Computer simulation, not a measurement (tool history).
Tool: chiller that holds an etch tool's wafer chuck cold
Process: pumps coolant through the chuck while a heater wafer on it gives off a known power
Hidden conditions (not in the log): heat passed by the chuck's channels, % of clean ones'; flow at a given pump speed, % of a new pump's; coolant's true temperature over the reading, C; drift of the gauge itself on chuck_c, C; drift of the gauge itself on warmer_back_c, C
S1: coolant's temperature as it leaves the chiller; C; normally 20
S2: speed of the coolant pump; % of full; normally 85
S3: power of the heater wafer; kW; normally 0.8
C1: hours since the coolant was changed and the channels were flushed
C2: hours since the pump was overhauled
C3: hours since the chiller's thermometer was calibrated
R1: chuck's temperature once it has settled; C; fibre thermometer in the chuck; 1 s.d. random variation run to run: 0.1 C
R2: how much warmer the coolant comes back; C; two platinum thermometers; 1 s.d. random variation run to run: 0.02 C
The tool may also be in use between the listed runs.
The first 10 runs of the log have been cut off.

Run 11, day 8.754: usual settings; C1 1431; C2 1431; C3 580. Result: R1 27.6 C, R2 1.77 C.
Run 12, day 10.192: usual settings; C1 1465; C2 1465; C3 615. Result: R1 27.5 C, R2 1.78 C.
Run 13, day 11.392: usual settings; C1 1494; C2 1494; C3 644. Result: R1 27.6 C, R2 1.77 C.
Run 14, day 12.179: usual settings; C1 1513; C2 1513; C3 663. Result: R1 27.4 C, R2 1.81 C.
Run 15, day 13.133: usual settings; C1 1536; C2 1536; C3 686. Result: R1 27.6 C, R2 1.81 C.
At day 13.254: chiller's thermometer calibrated.
Run 16, day 14.033: usual settings but S3 0.65 kW; C1 1557; C2 1557; C3 19. Result: R1 26.3 C, R2 1.44 C.
Run 17, day 15.267: usual settings but S2 87 % of full; C1 1586; C2 1586; C3 48. Result: R1 27.7 C, R2 1.77 C.
Run 18, day 15.992: usual settings but S1 15 C, S2 63 % of full, S3 0.43 kW; C1 1604; C2 1604; C3 66. Result: R1 20.4 C, R2 1.34 C.
Run 19, day 16.871: usual settings but S1 17 C, S2 61 % of full, S3 0.786 kW; C1 1625; C2 1625; C3 87. Result: R1 27 C, R2 2.53 C.
Run 20, day 18.058: usual settings but S1 17 C, S2 61 % of full, S3 0.786 kW; C1 1653; C2 1653; C3 115. Result: R1 27.1 C, R2 2.48 C.
Run 21, day 18.979: usual settings but S2 77 % of full, S3 0.585 kW; C1 1675; C2 1675; C3 137. Result: R1 26.3 C, R2 1.45 C.
Run 22, day 19.708: usual settings but S1 11 C, S2 63 % of full, S3 0.698 kW; C1 1693; C2 1693; C3 155. Result: R1 19.6 C, R2 2.18 C.
At day 20.521: chiller's thermometer calibrated, once more.
Run 23, day 21.008: usual settings but S2 90 % of full; C1 1723; C2 1723; C3 12. Result: R1 27.2 C, R2 1.72 C.
Run 24, day 21.621: usual settings but S2 67 % of full; C1 1738; C2 1738; C3 26. Result: R1 29.1 C, R2 2.34 C.
Run 25, day 22.812: usual settings but S2 67 % of full; C1 1766; C2 1766; C3 55. Result: R1 29.1 C, R2 2.32 C.
Run 26, day 24.125: usual settings but S2 67 % of full; C1 1798; C2 1798; C3 86. Result: R1 29.3 C, R2 2.31 C.
Run 27, day 24.95: usual settings but S2 67 % of full; C1 1818; C2 1818; C3 106. Result: R1 29.2 C, R2 2.32 C.
Run 28, day 26.146: usual settings but S1 18 C, S2 94 % of full, S3 0.568 kW; C1 1846; C2 1846; C3 135. Result: R1 23.1 C, R2 1.12 C.
Run 29, day 27.254: usual settings but S1 18 C, S2 94 % of full, S3 0.568 kW; C1 1873; C2 1873; C3 162. Result: R1 22.9 C, R2 1.15 C.
Run 30, day 27.875: usual settings but S1 14 C, S2 61 % of full, S3 0.668 kW; C1 1888; C2 1888; C3 176. Result: R1 22.1 C, R2 2.18 C.
Run 31, day 29.075: usual settings but S1 29 C, S3 0.617 kW; C1 1917; C2 1917; C3 205. Result: R1 34.7 C, R2 1.4 C.
Run 32, day 29.65: usual settings but S1 12 C, S2 61 % of full, S3 1.114 kW; C1 1931; C2 1931; C3 219. Result: R1 25.6 C, R2 3.62 C.

Forecast each of these 4 alternatives for the next run:
Run A, day 30.425: usual settings but S1 12 C, S2 61 % of full, S3 0.542 kW; C1 1949; C2 1949; C3 238. Result: R1 ?, R2 ?.
Run B, day 30.425: usual settings but S1 25 C, S2 82 % of full, S3 0.53 kW; C1 1949; C2 1949; C3 238. Result: R1 ?, R2 ?.
Run C, day 30.425: usual settings but S1 26 C, S2 61 % of full, S3 1.114 kW; C1 1949; C2 1949; C3 238. Result: R1 ?, R2 ?.
Run D, day 30.425: usual settings but S1 13 C, S2 82 % of full, S3 0.765 kW; C1 1949; C2 1949; C3 238. Result: R1 ?, R2 ?.

run    R1    R2
  A  18.9  1.78
  B  30.1  1.26
  C    40  3.63
  D  20.6  1.79
The same runs, with their run-to-run variation unchanged, on a tool lacking any hidden condition would have given:
run    R1    R2
  A  18.2  1.69
  B  29.6  1.19
  C  38.8  3.43
  D  19.8   1.7
